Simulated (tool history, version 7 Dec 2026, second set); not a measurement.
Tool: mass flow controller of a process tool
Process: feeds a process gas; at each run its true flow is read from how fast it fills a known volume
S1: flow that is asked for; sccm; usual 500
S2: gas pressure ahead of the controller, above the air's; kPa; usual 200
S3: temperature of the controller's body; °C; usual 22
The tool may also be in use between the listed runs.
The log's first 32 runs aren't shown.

Run 33, hour 2371.2: usual settings but S1 191 sccm, S2 221 kPa, S3 25 °C. Result: true flow (%) 100.31.
Run 34, hour 2415.3: usual settings but S1 191 sccm, S2 221 kPa, S3 25 °C. Result: true flow (%) 100.33.
Run 35, hour 2499.6: usual settings but S1 191 sccm, S2 189 kPa, S3 28 °C. Result: true flow (%) 100.67.
Run 36, hour 2582.5: usual settings but S1 136 sccm, S2 218 kPa, S3 34 °C. Result: true flow (%) 101.73.
At hour 2606.4: controller's zero set anew, once more.
Run 37, hour 2652.9: usual settings but S1 136 sccm, S2 218 kPa, S3 34 °C. Result: true flow (%) 99.64.
Run 38, hour 2746.6: usual settings but S1 192 sccm, S2 245 kPa, S3 34 °C. Result: true flow (%) 99.9.
Run 39, hour 2822.2: usual settings but S1 192 sccm, S2 245 kPa, S3 34 °C. Result: true flow (%) 99.97.
Run 40, hour 2888.3: usual settings but S1 718 sccm, S2 159 kPa, S3 20 °C. Result: true flow (%) 99.8.
Run 41, hour 2935.8: usual settings but S1 718 sccm, S2 159 kPa, S3 20 °C. Result: true flow (%) 99.89.
Run 42, hour 3007.3: usual settings but S1 896 sccm, S2 227 kPa, S3 27 °C. Result: true flow (%) 100.62.
Run 43, hour 3050.6: usual settings but S1 132 sccm, S2 144 kPa, S3 38 °C. Result: true flow (%) 100.35.

Forecast each of these 5 alternatives for the next run:
Run A, hour 3147.5: usual settings but S1 132 sccm, S2 238 kPa, S3 24 °C. Result: true flow (%) ?.
Run B, hour 3147.5: usual settings but S1 745 sccm. Result: true flow (%) ?.
Run C, hour 3147.5: usual settings but S3 23 °C. Result: true flow (%) ?.
Run D, hour 3147.5: usual settings but S1 105 sccm, S2 271 kPa. Result: true flow (%) ?.
Run E, hour 3147.5: usual settings but S1 600 sccm, S3 21 °C. Result: true flow (%) ?.

run  true flow (%)
  A          99.17
  B         100.17
  C          99.76
  D          98.92
  E          99.65
Without the tool's hidden state the same runs would have given:
run  true flow (%)
  A          98.12
  B          99.32
  C          98.89
  D          97.81
  E           98.8
